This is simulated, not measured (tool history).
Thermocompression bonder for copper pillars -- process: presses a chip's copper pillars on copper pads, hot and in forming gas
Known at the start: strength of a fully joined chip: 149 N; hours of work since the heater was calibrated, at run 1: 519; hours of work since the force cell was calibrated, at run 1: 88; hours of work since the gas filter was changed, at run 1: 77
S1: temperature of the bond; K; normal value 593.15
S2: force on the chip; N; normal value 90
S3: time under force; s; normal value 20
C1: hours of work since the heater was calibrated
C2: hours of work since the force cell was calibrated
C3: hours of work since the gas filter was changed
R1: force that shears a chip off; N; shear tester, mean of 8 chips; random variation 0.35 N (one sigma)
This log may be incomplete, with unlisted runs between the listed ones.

Run 1, day 0.000: usual settings; C1 519; C2 88; C3 77. Result: R1 97.5 N.
Run 2, day 0.733: usual settings; C1 527; C2 96; C3 84. Result: R1 97.9 N.
Run 3, day 1.379: usual settings; C1 534; C2 103; C3 91. Result: R1 97.5 N.
Run 4, day 2.112: usual settings; C1 542; C2 111; C3 99. Result: R1 98.0 N.
Run 5, day 2.704: usual settings; C1 548; C2 117; C3 105. Result: R1 98.5 N.
Run 6, day 3.204: usual settings; C1 553; C2 122; C3 110. Result: R1 98.9 N.
Run 7, day 3.571: usual settings but S3 11 s; C1 557; C2 126; C3 114. Result: R1 81.9 N.
Run 8, day 4.075: usual settings; C1 562; C2 131; C3 120. Result: R1 98.8 N.
Run 9, day 4.854: usual settings; C1 570; C2 139; C3 128. Result: R1 98.8 N.
At day 5.346: forming gas filter changed.
Run 10, day 5.479: usual settings but S1 581.15 K; C1 577; C2 146; C3 1. Result: R1 92.0 N.
Run 11, day 6.283: usual settings but S1 581.15 K; C1 585; C2 154; C3 10. Result: R1 92.0 N.
Run 12, day 6.954: usual settings but S1 581.15 K; C1 592; C2 161; C3 17. Result: R1 92.0 N.
Run 13, day 7.558: usual settings; C1 599; C2 168; C3 23. Result: R1 99.9 N.
At day 8.188: gauge calibrated.
Run 14, day 8.296: usual settings; C1 606; C2 175; C3 31. Result: R1 98.0 N.
Run 15, day 9.000: usual settings; C1 614; C2 183; C3 38. Result: R1 98.3 N.
Run 16, day 9.375: usual settings; C1 618; C2 187; C3 42. Result: R1 98.3 N.
Run 17, day 9.892: usual settings; C1 623; C2 192; C3 48. Result: R1 97.9 N.
Run 18, day 10.296: usual settings but S2 63 N; C1 627; C2 196; C3 52. Result: R1 83.9 N.
Run 19, day 10.862: usual settings but S2 63 N; C1 633; C2 202; C3 58. Result: R1 83.9 N.
Run 20, day 11.333: usual settings but S1 610.15 K; C1 638; C2 207; C3 63. Result: R1 108.1 N.
Run 21, day 12.029: usual settings but S2 93 N; C1 646; C2 214; C3 70. Result: R1 100.5 N.
Run 22, day 12.388: usual settings but S1 577.15 K, S2 76 N, S3 46 s; C1 649; C2 218; C3 74. Result: R1 105.3 N.
Run 23, day 12.979: usual settings but S1 577.15 K, S2 76 N, S3 46 s; C1 656; C2 224; C3 80. Result: R1 104.7 N.
Run 24, day 13.375: usual settings but S1 588.15 K, S2 76 N, S3 24 s; C1 660; C2 229; C3 84. Result: R1 94.2 N.
At day 14.004: heater calibrated with a thermocouple chip.
Run 25, day 14.254: usual settings but S1 580.15 K, S2 57 N, S3 15 s; C1 3; C2 237; C3 93. Result: R1 65.9 N.
Run 26, day 15.033: usual settings but S1 580.15 K, S2 57 N, S3 15 s; C1 11; C2 245; C3 101. Result: R1 65.9 N.
Run 27, day 15.658: usual settings but S1 610.15 K, S2 57 N, S3 27 s; C1 17; C2 252; C3 107. Result: R1 98.7 N.
Run 28, day 16.158: usual settings but S1 610.15 K, S2 77 N, S3 13 s; C1 23; C2 257; C3 113. Result: R1 91.0 N.
Run 29, day 16.771: usual settings but S1 582.15 K, S2 74 N, S3 55 s; C1 29; C2 263; C3 119. Result: R1 113.6 N.
Run 30, day 17.121: usual settings but S1 582.15 K, S2 74 N, S3 55 s; C1 33; C2 267; C3 123. Result: R1 112.2 N.
Run 31, day 17.558: usual settings but S1 582.15 K, S2 74 N, S3 55 s; C1 37; C2 272; C3 127. Result: R1 113.1 N.
Run 32, day 17.917: usual settings but S1 582.15 K, S2 74 N, S3 55 s; C1 41; C2 275; C3 131. Result: R1 112.7 N.
At day 18.054: forming gas filter changed.
Run 33, day 18.650: usual settings but S2 91 N; C1 49; C2 283; C3 6. Result: R1 101.0 N.
Run 34, day 19.054: usual settings but S2 91 N; C1 53; C2 287; C3 10. Result: R1 100.7 N.
Run 35, day 19.412: usual settings but S1 596.15 K, S2 132 N, S3 24 s; C1 57; C2 291; C3 14. Result: R1 122.9 N.
Run 36, day 19.862: usual settings but S1 577.15 K, S2 76 N; C1 61; C2 296; C3 19. Result: R1 83.8 N.
Run 37, day 20.267: usual settings but S1 588.15 K, S2 94 N, S3 11 s; C1 66; C2 300; C3 23. Result: R1 82.9 N.
Run 38, day 20.892: usual settings but S1 588.15 K, S2 94 N, S3 11 s; C1 72; C2 306; C3 30. Result: R1 82.5 N.
Run 39, day 21.454: usual settings but S1 588.15 K, S2 63 N, S3 11 s; C1 78; C2 312; C3 36. Result: R1 67.3 N.
Run 40, day 21.792: usual settings but S1 621.15 K, S3 27 s; C1 82; C2 316; C3 39. Result: R1 124.9 N.

Predict each of these 4 candidate next runs independently; none follows another, all start after run 40:
Run A, day 22.304: usual settings but S2 111 N; C1 87; C2 321; C3 45. Result: R1 ?.
Run B, day 22.304: usual settings but S1 621.15 K, S2 119 N, S3 27 s; C1 87; C2 321; C3 45. Result: R1 ?.
Run C, day 22.304: usual settings but S1 592.15 K, S2 68 N, S3 49 s; C1 87; C2 321; C3 45. Result: R1 ?.
Run D, day 22.304: usual settings but S1 581.15 K, S3 24 s; C1 87; C2 321; C3 45. Result: R1 ?.

run     R1
  A  110.1
  B  134.1
  C  114.0
  D   98.5
What these runs would have given with no unlogged condition in the tool:
run     R1
  A  106.0
  B  129.2
  C  109.8
  D   94.8
